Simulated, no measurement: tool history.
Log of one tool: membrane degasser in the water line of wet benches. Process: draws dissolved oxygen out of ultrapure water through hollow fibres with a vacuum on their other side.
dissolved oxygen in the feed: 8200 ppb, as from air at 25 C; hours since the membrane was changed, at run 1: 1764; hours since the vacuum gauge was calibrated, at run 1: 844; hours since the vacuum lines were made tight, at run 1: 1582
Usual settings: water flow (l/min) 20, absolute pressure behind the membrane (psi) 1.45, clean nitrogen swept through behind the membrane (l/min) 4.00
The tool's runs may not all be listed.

run	hour	water flow (l/min)	absolute pressure behind the membrane (psi)	clean nitrogen swept through behind the membrane (l/min)	hours since the membrane was changed	hours since the vacuum gauge was calibrated	hours since the vacuum lines were made tight	dissolved oxygen in the water behind the degasser (ppb)	pressure that the water loses in the fibres (psi)
1	0.0	20	1.45	4.00	1764	844	1582	138.1	9.017
2	23.6	20	1.04	4.00	1787	867	1605	102.1	9.055
3	64.6	20	1.45	4.80	1828	908	1646	123.7	9.059
4	98.5	20	1.45	4.00	1862	942	1680	136.8	9.085
5	120.9	15	1.45	4.00	1884	965	1703	75.7	6.775
6	142.3	15	1.45	4.00	1906	986	1724	76.7	6.762
7	168.9	15	1.45	4.00	1932	1013	1751	75.0	6.791
8	197.4	15	1.45	4.00	1961	1041	1779	76.7	6.834
9	218.3	15	1.45	4.00	1982	1062	1800	75.8	6.830
10	244.6	15	1.45	4.00	2008	1088	1826	75.2	6.849
11	283.7	20	1.45	4.00	2047	1127	1866	139.1	9.075
12	328.1	20	1.45	4.00	2092	1172	1910	137.3	9.152
13	369.2	20	2.47	4.00	2133	1213	1951	219.8	9.082
14	402.2	20	2.47	4.00	2166	1246	1984	219.2	9.136
15	434.0	20	1.45	4.00	2198	1278	2016	133.7	9.159
16	479.7	15	2.87	4.00	2243	1323	2062	165.4	6.862
17	518.3	15	2.87	4.00	2282	1362	2100	164.5	6.825
18	558.8	26	1.23	9.58	2322	1402	2141	180.1	11.874
19	602.7	26	1.23	2.62	2366	1446	2185	264.5	11.915
20	631.6	15	2.09	4.00	2395	1475	2213	117.4	6.942
21	667.4	14	2.09	9.82	2431	1511	2249	49.1	6.431
22	713.0	20	1.32	4.00	2477	1557	2295	124.7	9.214
23	742.1	25	2.96	4.00	2506	1586	2324	371.2	11.455
24	789.9	25	2.96	4.00	2553	1634	2372	369.2	11.515
25	809.6	29	2.65	5.09	2573	1653	2391	400.1	13.383
26	840.5	29	2.65	5.09	2604	1684	2422	401.8	13.348
27	867.3	17	2.65	5.09	2631	1711	2449	148.0	7.903
28	904.0	17	2.65	5.09	2668	1748	2486	147.9	7.874

Forecast run 29:
29	941.0	24	1.06	11.99	2705	1785	2523	?	?

Run 29 gave dissolved oxygen in the water behind the degasser (ppb) 130.2, pressure that the water loses in the fibres (psi) 11.100.
Without the tool's hidden state the same run would have given dissolved oxygen in the water behind the degasser (ppb) 129.8, pressure that the water loses in the fibres (psi) 10.805.
